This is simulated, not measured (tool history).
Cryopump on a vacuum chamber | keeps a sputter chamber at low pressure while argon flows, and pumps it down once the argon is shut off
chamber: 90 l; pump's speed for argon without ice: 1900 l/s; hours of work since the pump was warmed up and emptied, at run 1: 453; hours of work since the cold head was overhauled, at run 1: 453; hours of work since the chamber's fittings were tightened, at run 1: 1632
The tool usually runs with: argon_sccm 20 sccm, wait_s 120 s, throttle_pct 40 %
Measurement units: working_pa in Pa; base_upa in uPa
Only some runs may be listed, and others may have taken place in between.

run   hour  argon_sccm  wait_s  throttle_pct  hours of work since the pump was warmed up and emptied  hours of work since the cold head was overhauled  hours of work since the chamber's fittings were tightened  working_pa  base_upa
  1    0.0          20     120            40                                                     453                                               453                                                       1632      0.0478      1.22
  2    7.4          20     120            40                                                     459                                               459                                                       1638      0.0468      1.24
  3   19.3          20      33            40                                                     469                                               469                                                       1649      0.0480      2.51
  4   34.9          20     120            40                                                     483                                               483                                                       1662      0.0478      1.21
  5   50.5          20     120            33                                                     496                                               496                                                       1676      0.0575      1.25
  6   59.0          20     120            38                                                     504                                               504                                                       1683      0.0498      1.23
  7   65.7          20     120            40                                                     510                                               510                                                       1689      0.0482      1.26
  8   74.7          16     120            40                                                     517                                               517                                                       1696      0.0372      1.19
  9   89.1          35     120            40                                                     530                                               530                                                       1709      0.0830      1.28
 10  101.2          40     120            40                                                     540                                               540                                                       1719      0.0957      1.20
 11  114.5          40     120            40                                                     552                                               552                                                       1731      0.0946      1.25
 12  126.8          40     120            40                                                     562                                               562                                                       1742      0.0962      1.33
 13  138.8          20     120            47                                                     573                                               573                                                       1752      0.0413      1.30
 14  146.3          20     120            47                                                     579                                               579                                                       1758      0.0413      1.31
 15  158.5          20     120            47                                                     590                                               590                                                       1769      0.0410      1.30
 16  174.0          20     120            47                                                     603                                               603                                                       1782      0.0411      1.29
 17  183.5          20     120            47                                                     611                                               611                                                       1791      0.0413      1.30
 18  191.7          20      21            17                                                     618                                               618                                                       1798      0.1085      3.68
 19  200.4          20      35            16                                                     626                                               626                                                       1805      0.1159      2.58
 20  209.9          15      35            20                                                     634                                               634                                                       1813      0.0697      2.58
 21  219.0          15      35            20                                                     642                                               642                                                       1821      0.0700      2.52

Run 22 comes next. What will it give?
 22  227.8          15      35            20                                                     650                                               650                                                       1829           ?         ?

Run 22 gave working_pa 0.0686 Pa, base_upa 2.63 uPa.
If the tool had no hidden condition, the same run with the same run-to-run variation would have returned working_pa 0.0655 Pa, base_upa 1.96 uPa.

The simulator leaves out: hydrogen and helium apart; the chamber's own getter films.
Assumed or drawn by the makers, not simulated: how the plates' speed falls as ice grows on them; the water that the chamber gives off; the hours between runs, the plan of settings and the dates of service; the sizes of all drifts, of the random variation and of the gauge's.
